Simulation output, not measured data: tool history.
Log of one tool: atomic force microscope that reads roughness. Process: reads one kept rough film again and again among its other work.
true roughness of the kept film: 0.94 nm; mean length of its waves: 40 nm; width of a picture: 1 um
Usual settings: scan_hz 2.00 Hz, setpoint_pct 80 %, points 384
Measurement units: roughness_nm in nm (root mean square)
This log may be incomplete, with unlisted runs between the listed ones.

Run 1, day 0.000: usual settings. Result: roughness_nm 0.762 nm (root mean square).
At day 0.250: new tip fitted.
Run 2, day 1.125: usual settings but scan_hz 1.83 Hz. Result: roughness_nm 0.801 nm (root mean square).
Run 3, day 2.512: usual settings but scan_hz 1.83 Hz. Result: roughness_nm 0.778 nm (root mean square).
At day 2.792: new tip fitted.
Run 4, day 3.612: usual settings but scan_hz 1.83 Hz, setpoint_pct 63 %. Result: roughness_nm 0.849 nm (root mean square).
Run 5, day 4.475: usual settings but points 363. Result: roughness_nm 0.781 nm (root mean square).
At day 5.192: new tip fitted.
Run 6, day 6.125: usual settings but points 705. Result: roughness_nm 0.790 nm (root mean square).
Run 7, day 7.017: usual settings but points 705. Result: roughness_nm 0.770 nm (root mean square).
At day 7.638: new tip fitted.
Run 8, day 8.575: usual settings but points 705. Result: roughness_nm 0.790 nm (root mean square).
Run 9, day 9.583: usual settings but setpoint_pct 72 %, points 705. Result: roughness_nm 0.802 nm (root mean square).
At day 10.058: new tip fitted.
Run 10, day 10.279: usual settings but setpoint_pct 72 %, points 705. Result: roughness_nm 0.838 nm (root mean square).
Run 11, day 11.067: usual settings but scan_hz 2.97 Hz, setpoint_pct 71 %, points 367. Result: roughness_nm 0.787 nm (root mean square).
Run 12, day 11.862: usual settings but scan_hz 2.97 Hz, setpoint_pct 58 %, points 663. Result: roughness_nm 0.823 nm (root mean square).
At day 12.483: new tip fitted.
Run 13, day 13.467: usual settings but scan_hz 2.97 Hz, setpoint_pct 58 %, points 663. Result: roughness_nm 0.843 nm (root mean square).
Run 14, day 14.383: usual settings but scan_hz 2.97 Hz, setpoint_pct 58 %, points 663. Result: roughness_nm 0.821 nm (root mean square).
At day 14.946: new tip fitted.
Run 15, day 15.558: usual settings but scan_hz 0.63 Hz, setpoint_pct 60 %, points 408. Result: roughness_nm 0.881 nm (root mean square).

5 ways to go on from here, each from the tool as it stands after run 15. What would each give?
Run A, day 16.912: usual settings but scan_hz 1.56 Hz, points 398. Result: roughness_nm ?.
Run B, day 16.912: usual settings but scan_hz 0.58 Hz, setpoint_pct 56 %, points 1012. Result: roughness_nm ?.
Run C, day 16.912: usual settings but scan_hz 1.12 Hz, setpoint_pct 73 %, points 588. Result: roughness_nm ?.
Run D, day 16.912: usual settings but points 571. Result: roughness_nm ?.
Run E, day 16.912: usual settings but setpoint_pct 78 %, points 571. Result: roughness_nm ?.

run  roughness_nm
  A         0.786
  B         0.862
  C         0.826
  D         0.772
  E         0.779
The same runs, with their run-to-run variation unchanged, on a tool lacking any hidden condition would have given:
run  roughness_nm
  A         0.837
  B         0.918
  C         0.880
  D         0.822
  E         0.830
